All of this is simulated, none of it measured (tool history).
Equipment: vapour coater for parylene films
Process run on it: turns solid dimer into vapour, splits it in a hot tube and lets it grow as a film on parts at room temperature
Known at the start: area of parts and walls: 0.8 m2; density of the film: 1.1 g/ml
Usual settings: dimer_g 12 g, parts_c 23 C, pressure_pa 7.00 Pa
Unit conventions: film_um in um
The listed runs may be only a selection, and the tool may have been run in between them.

run     day  dimer_g  parts_c  pressure_pa  film_um
  1   0.000       12       23         7.00     9.30
  2   1.992       12       23         7.00     9.29
  3   3.396       12       23         7.00     9.25
  4   5.133       12       23         3.22    10.95
  5   7.200       12       25         7.00     8.43
  6   8.708       12       23         7.00     9.16
  7  10.096       12       23         7.00     9.11
  8  12.558       12       23         7.00     9.10
     13.242  -- trap's valve overhauled
  9  14.096       12       23         7.00     9.81
 10  16.458       10       23         7.00     8.18
 11  17.800       12       23         7.00     9.82
 12  20.275       12       23         7.00     9.76
 13  22.175       12       23         7.00     9.72
 14  23.629       12       23         7.00     9.73
 15  25.879       11       19         9.29     9.91
 16  27.571       13       18         2.06    13.97
 17  29.067       13       23         2.13    13.57
 18  31.062       13       23         2.13    13.52
 19  32.458       13       23         2.13    13.48
 20  33.704       12       32         7.00     6.52
 21  34.729       12       32         7.00     6.48
 22  36.567        6       23         7.00     4.78
 23  38.592       12       19         4.12    12.69
 24  40.217       12       19         4.12    12.67
 25  42.233       12       19         4.12    12.58

Branching from run 25: 4 alternative next runs. What would each branch give?
  A  43.375       12       19         2.74        ?
  B  43.375       12       29         4.12        ?
  C  43.375       10       28         7.00        ?
  D  43.375       12       32         4.12        ?

run  film_um
  A    12.63
  B     8.19
  C     6.37
  D     7.24
With the hidden condition removed and each run's random variation left untouched, the same runs would have given:
run  film_um
  A    13.39
  B     8.56
  C     6.66
  D     7.57
